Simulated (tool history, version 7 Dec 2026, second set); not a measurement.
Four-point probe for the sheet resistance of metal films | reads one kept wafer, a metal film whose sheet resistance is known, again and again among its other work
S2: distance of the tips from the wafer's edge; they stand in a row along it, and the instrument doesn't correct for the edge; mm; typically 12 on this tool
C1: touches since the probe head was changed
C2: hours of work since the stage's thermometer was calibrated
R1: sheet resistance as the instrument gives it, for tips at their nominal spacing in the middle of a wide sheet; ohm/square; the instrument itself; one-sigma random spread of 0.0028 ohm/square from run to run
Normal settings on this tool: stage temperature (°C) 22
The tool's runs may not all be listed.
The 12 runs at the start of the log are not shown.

Run 13, day 16.529: usual settings but S2 17 mm; C1 27995; C2 2388. Result: R1 14.300894 ohm/square.
Run 14, day 17.867: usual settings but S2 14 mm; C1 28545; C2 2408. Result: R1 14.308331 ohm/square.
Run 15, day 19.188: usual settings but stage temperature (°C) 27; C1 29087; C2 2427. Result: R1 14.305420 ohm/square.
Run 16, day 20.188: usual settings but stage temperature (°C) 27; C1 29497; C2 2442. Result: R1 14.308242 ohm/square.
Run 17, day 21.596: usual settings but stage temperature (°C) 27; C1 30076; C2 2462. Result: R1 14.308596 ohm/square.
At day 22.288: stage's thermometer calibrated.
Run 18, day 22.917: usual settings but stage temperature (°C) 27, S2 57 mm; C1 30612; C2 9. Result: R1 14.264426 ohm/square.
Run 19, day 24.617: usual settings but stage temperature (°C) 20, S2 29 mm; C1 31310; C2 34. Result: R1 14.272240 ohm/square.
Run 20, day 25.867: usual settings but stage temperature (°C) 23, S2 17 mm; C1 31823; C2 52. Result: R1 14.280904 ohm/square.
Run 21, day 27.350: usual settings but stage temperature (°C) 23, S2 7 mm; C1 32433; C2 74. Result: R1 14.331056 ohm/square.
Run 22, day 28.517: usual settings but stage temperature (°C) 23, S2 7 mm; C1 32913; C2 91. Result: R1 14.330068 ohm/square.
Run 23, day 30.362: usual settings but S2 51 mm; C1 33671; C2 117. Result: R1 14.272432 ohm/square.
Run 24, day 31.708: usual settings but stage temperature (°C) 25, S2 10 mm; C1 34223; C2 137. Result: R1 14.307173 ohm/square.
Run 25, day 33.525: usual settings but stage temperature (°C) 25, S2 10 mm; C1 34970; C2 163. Result: R1 14.298371 ohm/square.
Run 26, day 35.125: usual settings but stage temperature (°C) 25, S2 5 mm; C1 35627; C2 187. Result: R1 14.396240 ohm/square.
Run 27, day 35.883: usual settings but S2 9 mm; C1 35940; C2 198. Result: R1 14.310733 ohm/square.
Run 28, day 37.283: usual settings but stage temperature (°C) 24; C1 36514; C2 218. Result: R1 14.290756 ohm/square.
Run 29, day 38.975: usual settings but stage temperature (°C) 24; C1 37210; C2 243. Result: R1 14.297285 ohm/square.
Run 30, day 39.779: usual settings but stage temperature (°C) 31, S2 10 mm; C1 37540; C2 254. Result: R1 14.290866 ohm/square.
Run 31, day 40.583: usual settings but stage temperature (°C) 31, S2 53 mm; C1 37871; C2 266. Result: R1 14.269825 ohm/square.
Run 32, day 41.888: usual settings but stage temperature (°C) 33, S2 53 mm; C1 38406; C2 285. Result: R1 14.261256 ohm/square.
Run 33, day 43.617: usual settings but stage temperature (°C) 24, S2 5 mm; C1 39117; C2 310. Result: R1 14.398895 ohm/square.
Run 34, day 44.896: usual settings but stage temperature (°C) 23, S2 34 mm; C1 39643; C2 329. Result: R1 14.283501 ohm/square.
Run 35, day 46.788: usual settings but stage temperature (°C) 23, S2 34 mm; C1 40420; C2 356. Result: R1 14.278266 ohm/square.
Run 36, day 47.888: usual settings but stage temperature (°C) 23, S2 34 mm; C1 40871; C2 372. Result: R1 14.277117 ohm/square.

Below are 4 alternative next runs, each starting from the tool's condition after run 36. Predict each:
Run A, day 49.688: usual settings but stage temperature (°C) 28, S2 62 mm; C1 41611; C2 398. Result: R1 ?.
Run B, day 49.688: usual settings but S2 7 mm; C1 41611; C2 398. Result: R1 ?.
Run C, day 49.688: usual settings but stage temperature (°C) 23, S2 33 mm; C1 41611; C2 398. Result: R1 ?.
Run D, day 49.688: usual settings but stage temperature (°C) 31, S2 8 mm; C1 41611; C2 398. Result: R1 ?.

run         R1
  A  14.278515
  B  14.341077
  C  14.290181
  D  14.319558
Stripped of hidden state, with their random variation kept, the same runs would have yielded:
run         R1
  A  14.220744
  B  14.282964
  C  14.232276
  D  14.261686
